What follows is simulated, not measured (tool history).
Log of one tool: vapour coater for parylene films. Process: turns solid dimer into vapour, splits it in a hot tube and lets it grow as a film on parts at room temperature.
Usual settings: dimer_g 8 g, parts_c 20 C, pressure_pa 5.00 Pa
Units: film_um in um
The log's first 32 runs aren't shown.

run    hour  dimer_g  parts_c  pressure_pa  film_um
 33  1742.9        6       22         8.09     2.53
 34  1801.0       10       15         2.15     7.21
 35  1863.0        3       23         4.94     1.33
 36  1931.4        8       14         8.89     4.48
 37  1963.6        5       25         8.58     1.81
 38  2016.2        5       25         8.58     1.80
 39  2055.4       14       20         4.20     7.32
 40  2112.8        3       31        10.82     0.78
 41  2148.8       10       23         6.43     4.13
 42  2180.0        6       22         3.50     3.01
 43  2228.8        6       22         3.50     2.96
 44  2264.2        6       22         3.50     2.96
 45  2327.4        5       31         3.33     1.72
 46  2389.6        5       31         3.33     1.72
     2444.9  -- trap's valve overhauled
 47  2461.7        6       16         8.12     3.23

4 ways to go on from here, each from the tool as it stands after run 47. What would each give?
  A  2493.8        3       30         8.66        ?
  B  2493.8        6       18         3.68        ?
  C  2493.8        8       20         8.35        ?
  D  2493.8        9       20         5.79        ?

run  film_um
  A     0.88
  B     3.60
  C     3.64
  D     4.42
Without the tool's hidden state the same runs would have given:
run  film_um
  A     0.92
  B     3.77
  C     3.81
  D     4.63
